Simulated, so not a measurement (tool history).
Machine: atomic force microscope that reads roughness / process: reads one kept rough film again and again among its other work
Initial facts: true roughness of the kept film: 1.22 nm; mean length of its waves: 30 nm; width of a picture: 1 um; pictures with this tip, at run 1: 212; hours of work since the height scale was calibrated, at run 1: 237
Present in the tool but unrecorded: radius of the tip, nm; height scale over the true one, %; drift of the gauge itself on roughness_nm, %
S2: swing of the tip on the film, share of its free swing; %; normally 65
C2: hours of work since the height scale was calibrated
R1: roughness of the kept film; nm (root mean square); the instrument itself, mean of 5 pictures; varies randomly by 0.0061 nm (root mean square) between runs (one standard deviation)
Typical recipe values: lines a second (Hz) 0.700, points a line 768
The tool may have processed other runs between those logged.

Run 1, day 0.000: usual settings; pictures with this tip 212; C2 237. Result: R1 1.070 nm (root mean square).
Run 2, day 0.662: usual settings; pictures with this tip 243; C2 247. Result: R1 1.044 nm (root mean square).
At day 1.083: new tip fitted.
Run 3, day 1.475: usual settings; pictures with this tip 18; C2 259. Result: R1 1.148 nm (root mean square).
Run 4, day 1.871: usual settings; pictures with this tip 37; C2 265. Result: R1 1.133 nm (root mean square).
Run 5, day 2.296: usual settings; pictures with this tip 57; C2 271. Result: R1 1.128 nm (root mean square).
Run 6, day 2.708: usual settings; pictures with this tip 76; C2 277. Result: R1 1.121 nm (root mean square).
Run 7, day 3.433: usual settings; pictures with this tip 110; C2 288. Result: R1 1.107 nm (root mean square).
Run 8, day 3.917: usual settings; pictures with this tip 133; C2 296. Result: R1 1.102 nm (root mean square).
Run 9, day 4.750: usual settings; pictures with this tip 172; C2 308. Result: R1 1.090 nm (root mean square).
Run 10, day 5.317: usual settings; pictures with this tip 198; C2 317. Result: R1 1.083 nm (root mean square).
Run 11, day 6.125: usual settings; pictures with this tip 236; C2 329. Result: R1 1.061 nm (root mean square).
Run 12, day 6.508: usual settings but points a line 366; pictures with this tip 254; C2 335. Result: R1 1.048 nm (root mean square).
At day 6.688: new tip fitted.
Run 13, day 7.121: usual settings but points a line 366; pictures with this tip 20; C2 343. Result: R1 1.140 nm (root mean square).
Run 14, day 7.717: usual settings but points a line 366; pictures with this tip 48; C2 352. Result: R1 1.128 nm (root mean square).
Run 15, day 8.362: usual settings but S2 68 %, points a line 366; pictures with this tip 78; C2 362. Result: R1 1.109 nm (root mean square).
Run 16, day 9.242: usual settings but S2 68 %, points a line 366; pictures with this tip 119; C2 375. Result: R1 1.095 nm (root mean square).
Run 17, day 9.633: usual settings but lines a second (Hz) 1.816, S2 68 %, points a line 387; pictures with this tip 138; C2 381. Result: R1 1.036 nm (root mean square).
Run 18, day 10.254: usual settings but lines a second (Hz) 3.082, S2 67 %, points a line 265; pictures with this tip 167; C2 390. Result: R1 0.967 nm (root mean square).
Run 19, day 10.771: usual settings but lines a second (Hz) 1.609, S2 67 %, points a line 262; pictures with this tip 191; C2 398. Result: R1 1.025 nm (root mean square).
Run 20, day 11.646: usual settings but lines a second (Hz) 1.609, S2 74 %, points a line 262; pictures with this tip 232; C2 411. Result: R1 0.976 nm (root mean square).
Run 21, day 12.242: usual settings but lines a second (Hz) 1.609, S2 59 %, points a line 262; pictures with this tip 260; C2 420. Result: R1 1.012 nm (root mean square).
At day 12.346: new tip fitted.
Run 22, day 12.717: usual settings but lines a second (Hz) 1.609, S2 64 %, points a line 262; pictures with this tip 17; C2 427. Result: R1 1.090 nm (root mean square).
Run 23, day 13.312: usual settings but lines a second (Hz) 1.787, S2 66 %, points a line 263; pictures with this tip 45; C2 436. Result: R1 1.071 nm (root mean square).
Run 24, day 14.096: usual settings but lines a second (Hz) 1.787, S2 66 %, points a line 263; pictures with this tip 82; C2 448. Result: R1 1.054 nm (root mean square).
Run 25, day 14.633: usual settings but lines a second (Hz) 1.787, S2 83 %, points a line 387; pictures with this tip 107; C2 456. Result: R1 0.950 nm (root mean square).
Run 26, day 15.062: usual settings but lines a second (Hz) 1.787, S2 83 %, points a line 387; pictures with this tip 127; C2 462. Result: R1 0.948 nm (root mean square).
Run 27, day 15.429: usual settings but lines a second (Hz) 1.371, S2 83 %, points a line 387; pictures with this tip 144; C2 468. Result: R1 0.986 nm (root mean square).
Run 28, day 16.308: usual settings but lines a second (Hz) 1.371, S2 83 %, points a line 387; pictures with this tip 185; C2 481. Result: R1 0.971 nm (root mean square).
Run 29, day 16.788: usual settings but lines a second (Hz) 1.371, S2 83 %, points a line 472; pictures with this tip 208; C2 488. Result: R1 0.954 nm (root mean square).
Run 30, day 17.296: usual settings but lines a second (Hz) 3.251; pictures with this tip 232; C2 496. Result: R1 0.970 nm (root mean square).
Run 31, day 17.879: usual settings but lines a second (Hz) 3.251, points a line 779; pictures with this tip 259; C2 505. Result: R1 0.957 nm (root mean square).
At day 17.971: new tip fitted.
Run 32, day 18.571: usual settings but S2 79 %, points a line 276; pictures with this tip 28; C2 515. Result: R1 1.100 nm (root mean square).

For some of the steps in R1 from one run to the next: how much would appear even if the tool had no hidden state, given the settings, what came in and random variation, and how much remains for the hidden state plus any gauge scatter that the measured result and the result without hidden state don't share?
Run 2 -> 3: new tip fitted. R1 +0.104 nm (root mean square): hidden state +0.093, all else +0.011.
Run 12 -> 13: new tip fitted. R1 +0.092 nm (root mean square): hidden state +0.087, all else +0.005.
Run 21 -> 22: S2 59 -> 64, new tip fitted. R1 +0.078 nm (root mean square): hidden state +0.092, all else -0.014.
Run 24 -> 25: S2 66 -> 83, points a line 263 -> 387. R1 -0.104 nm (root mean square): hidden state -0.006, all else -0.098.
Run 31 -> 32: lines a second (Hz) 3.251 -> 0.700, S2 65 -> 79, points a line 779 -> 276, new tip fitted. R1 +0.143 nm (root mean square): hidden state +0.079, all else +0.064.
